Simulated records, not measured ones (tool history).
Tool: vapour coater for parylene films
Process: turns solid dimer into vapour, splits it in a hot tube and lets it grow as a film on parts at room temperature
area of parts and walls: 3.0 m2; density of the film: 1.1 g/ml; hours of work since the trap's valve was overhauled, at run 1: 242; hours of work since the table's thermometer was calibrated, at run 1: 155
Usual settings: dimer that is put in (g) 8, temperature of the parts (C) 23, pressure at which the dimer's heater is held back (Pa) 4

| run | hour | dimer that is put in (g) | temperature of the parts (C) | pressure at which the dimer's heater is held back (Pa) | hours of work since the trap's valve was overhauled | hours of work since the table's thermometer was calibrated | thickness of the film (µm) |
|---|---|---|---|---|---|---|---|
| 1 | 0 | 8 | 23 | 4 | 242 | 155 | 1.72 |
| 2 | 16.4 | 8 | 23 | 4 | 249 | 162 | 1.71 |
| 3 | 30.1 | 8 | 23 | 4 | 255 | 168 | 1.71 |
| 4 | 43.5 | 8 | 23 | 4 | 261 | 174 | 1.75 |
| 5 | 58.4 | 8 | 19 | 4 | 267 | 180 | 1.88 |
| 6 | 70.9 | 8 | 21 | 4 | 272 | 185 | 1.8 |
| 7 | 82.8 | 8 | 16 | 4 | 277 | 191 | 2 |
| 8 | 97.6 | 8 | 23 | 4 | 284 | 197 | 1.76 |
| 9 | 106.8 | 8 | 23 | 2.01 | 287 | 201 | 1.94 |
| 10 | 121.3 | 4 | 29 | 4.55 | 294 | 207 | 0.73 |
| 11 | 133.3 | 6 | 23 | 7.07 | 299 | 212 | 1.16 |
| 12 | 149.2 | 6 | 31 | 3.49 | 305 | 219 | 1.1 |
| 13 | 161.5 | 14 | 33 | 3.49 | 311 | 224 | 2.44 |
| 14 | 176.9 | 11 | 29 | 3.49 | 317 | 231 | 2.12 |
| 15 | 188.5 | 4 | 20 | 2.76 | 322 | 235 | 0.99 |

4 ways to go on from here, each from the tool as it stands after run 15. What would each give?
| A | 203.7 | 6 | 23 | 4 | 329 | 242 | ? |
| B | 203.7 | 8 | 16 | 2.48 | 329 | 242 | ? |
| C | 203.7 | 5 | 27 | 4.93 | 329 | 242 | ? |
| D | 203.7 | 10 | 23 | 2.04 | 329 | 242 | ? |

| run | thickness of the film (µm) |
|---|---|
| A | 1.28 |
| B | 2.18 |
| C | 0.92 |
| D | 2.37 |
Without the tool's hidden state the same runs would have given:
| run | thickness of the film (µm) |
|---|---|
| A | 1.28 |
| B | 2.19 |
| C | 0.92 |
| D | 2.38 |
